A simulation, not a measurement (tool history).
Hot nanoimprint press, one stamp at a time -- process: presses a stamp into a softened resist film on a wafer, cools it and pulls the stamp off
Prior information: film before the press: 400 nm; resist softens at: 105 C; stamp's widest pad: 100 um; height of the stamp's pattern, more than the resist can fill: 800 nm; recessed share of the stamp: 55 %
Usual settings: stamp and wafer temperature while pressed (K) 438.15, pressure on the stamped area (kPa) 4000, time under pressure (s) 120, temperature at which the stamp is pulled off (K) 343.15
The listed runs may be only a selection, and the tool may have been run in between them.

run,hour,stamp and wafer temperature while pressed (K),pressure on the stamped area (kPa),time under pressure (s),temperature at which the stamp is pulled off (K),resist left under the stamp's widest pad (Å),greatest force while the stamp is pulled off (N)
1,0,438.15,4000,120,343.15,2101,232
2,6,438.15,4000,120,343.15,2106,240
3,12.6,438.15,4460,120,343.15,2005,231
4,25.1,438.15,4460,120,343.15,2003,234
5,31.6,438.15,4460,120,343.15,1996,240
6,40,438.15,4460,120,343.15,2004,255
7,51.2,438.15,4460,120,343.15,2004,252
8,62.4,438.15,4460,120,343.15,2001,240
9,75.7,438.15,4050,120,343.15,2080,256
10,82.8,438.15,4050,120,343.15,2078,265
11,99.8,438.15,4050,120,343.15,2085,214
12,107,438.15,4000,120,343.15,2076,209
13,116.4,438.15,4000,120,343.15,2090,214
14,128.6,438.15,4000,120,343.15,2080,199
15,138,438.15,4000,120,343.15,2081,218
16,143.4,438.15,4000,120,343.15,2077,214
17,152.1,435.15,4090,120,343.15,2383,211
18,165,438.15,6340,75,343.15,2021,220
19,175.5,438.15,6340,75,343.15,2031,221
20,184.1,440.15,2650,120,347.15,2231,193
21,191.7,432.15,3000,84,340.15,3183,239
22,201.8,432.15,3000,84,340.15,3175,247
23,209.5,436.15,3100,133,343.15,2448,229
24,219.1,440.15,4000,120,343.15,1870,224
25,232.5,429.15,4000,120,343.15,3058,231
26,241.2,431.15,4220,120,343.15,2794,233
27,249.9,438.15,2570,120,343.15,2458,232
28,261.1,438.15,2570,120,343.15,2449,234
29,269.7,438.15,2570,120,343.15,2447,238

Not shown here: 1 entry made in the log between runs. Locate each between two listed runs and compare the hidden state at the listed run before it with the hidden state at the listed run after it:
From run 10 to run 11: stamp cleaned and given a new release coat (hour 93.1)
  true temperature over the reading, C: 0.92 -> 0.94; pressure that arrives at the usual setting, %: 98.78 -> 98.76; grip of the stamp's worn release coat, % over a new coat's: 23 -> 0.6
  difference, measured minus the result without the unlogged condition, resist left under the stamp's widest pad (Å): -86 -> -88; greatest force while the stamp is pulled off (N): +43 -> -5
